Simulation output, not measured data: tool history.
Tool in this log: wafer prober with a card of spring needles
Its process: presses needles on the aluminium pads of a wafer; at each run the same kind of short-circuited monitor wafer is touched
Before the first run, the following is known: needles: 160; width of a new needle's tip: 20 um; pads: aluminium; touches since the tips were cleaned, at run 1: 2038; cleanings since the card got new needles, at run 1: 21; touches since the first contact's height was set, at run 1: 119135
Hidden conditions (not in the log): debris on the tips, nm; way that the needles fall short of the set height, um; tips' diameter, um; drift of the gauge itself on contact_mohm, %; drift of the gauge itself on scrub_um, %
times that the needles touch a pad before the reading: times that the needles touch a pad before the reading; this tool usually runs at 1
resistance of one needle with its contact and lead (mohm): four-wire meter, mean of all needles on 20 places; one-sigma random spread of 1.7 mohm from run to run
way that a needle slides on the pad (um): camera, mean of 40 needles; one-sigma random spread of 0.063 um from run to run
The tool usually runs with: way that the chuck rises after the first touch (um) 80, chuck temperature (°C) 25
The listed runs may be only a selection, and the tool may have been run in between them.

run,hour,way that the chuck rises after the first touch (um),chuck temperature (°C),times that the needles touch a pad before the reading,touches since the tips were cleaned,cleanings since the card got new needles,touches since the first contact's height was set,resistance of one needle with its contact and lead (mohm),way that a needle slides on the pad (um)
1,0.0,80,25,1,2038,21,119135,198,19.94
# hour 6.1: tips cleaned on abrasive film
2,12.7,86,25,1,3462,22,125740,199,21.31
# hour 15.2: tips cleaned on abrasive film
# hour 24.7: tips cleaned on abrasive film
3,27.2,80,106,1,1330,24,133263,202,19.93
# hour 34.0: tips cleaned on abrasive film
4,34.0,80,25,1,0,25,136769,180,19.77
# hour 43.1: tips cleaned on abrasive film
5,47.3,80,25,1,2206,26,143749,195,19.76
# hour 52.7: tips cleaned on abrasive film
6,57.8,80,25,2,2664,27,149182,191,19.76
# hour 61.8: tips cleaned on abrasive film
7,70.2,80,25,2,4414,28,155640,193,19.76
# hour 71.2: tips cleaned on abrasive film
# hour 79.1: height of the first contact set anew
# hour 80.5: tips cleaned on abrasive film
8,82.8,80,25,2,1169,30,1860,187,19.21
# hour 90.0: tips cleaned on abrasive film
9,96.8,80,25,2,3607,31,9197,197,19.10
# hour 99.6: tips cleaned on abrasive film
# hour 108.5: tips cleaned on abrasive film
10,108.8,80,25,1,146,33,15367,181,19.14
# hour 118.1: tips cleaned on abrasive film
11,124.3,80,25,1,3247,34,23461,205,19.12
# hour 127.7: tips cleaned on abrasive film
12,131.8,80,25,1,2163,35,27386,201,19.06
# hour 136.5: tips cleaned on abrasive film
# hour 145.0: height of the first contact set anew, once more
# hour 146.4: tips cleaned on abrasive film
13,146.9,86,25,1,223,37,946,179,21.96
# hour 155.6: tips cleaned on abrasive film
14,162.3,85,25,1,3482,38,8986,204,21.73
# hour 165.2: tips cleaned on abrasive film
15,171.5,96,59,2,3318,39,13814,191,24.55
# hour 174.3: tips cleaned on abrasive film
# hour 184.0: tips cleaned on abrasive film
16,187.1,64,25,2,1608,41,21868,194,16.21
# hour 193.8: tips cleaned on abrasive film
17,199.5,64,25,2,3009,42,28353,203,16.17
# hour 202.9: tips cleaned on abrasive film
# hour 211.9: tips cleaned on abrasive film
18,212.9,64,57,1,541,44,35299,198,16.14
19,219.9,64,57,1,4219,44,38977,227,16.17
# hour 221.4: tips cleaned on abrasive film
# hour 231.1: tips cleaned on abrasive film
20,234.0,64,57,1,1519,46,46265,205,16.02
# hour 239.9: tips cleaned on abrasive film
21,245.1,77,27,1,2711,47,52049,200,19.44
# hour 249.4: tips cleaned on abrasive film
22,257.3,82,77,1,4165,48,58413,213,20.58
# hour 259.5: tips cleaned on abrasive film
23,268.0,69,61,1,4467,49,63984,225,17.29
# hour 268.7: tips cleaned on abrasive film
# hour 278.2: tips cleaned on abrasive film
24,282.3,86,56,2,2159,51,71378,194,21.56
# hour 287.6: tips cleaned on abrasive film
25,294.7,86,56,2,3739,52,77873,196,21.72
# hour 297.1: tips cleaned on abrasive film
# hour 306.5: tips cleaned on abrasive film
26,306.5,77,39,1,0,54,83967,182,19.15
# hour 316.0: tips cleaned on abrasive film
27,316.9,84,67,2,504,55,89376,190,21.13

Predict each of these 3 candidate next runs independently; none follows another, all start after run 27:
# hour 325.0: tips cleaned on abrasive film
A,331.8,100,78,3,3566,56,97121,?,?
# hour 325.0: tips cleaned on abrasive film
B,331.8,84,88,2,3566,56,97121,?,?
# hour 325.0: tips cleaned on abrasive film
C,331.8,60,104,2,3566,56,97121,?,?

run,resistance of one needle with its contact and lead (mohm),way that a needle slides on the pad (um)
A,192,25.08
B,204,20.91
C,222,14.85
With no hidden state in the tool, these same runs would have given:
run,resistance of one needle with its contact and lead (mohm),way that a needle slides on the pad (um)
A,184,25.70
B,187,21.53
C,192,15.47
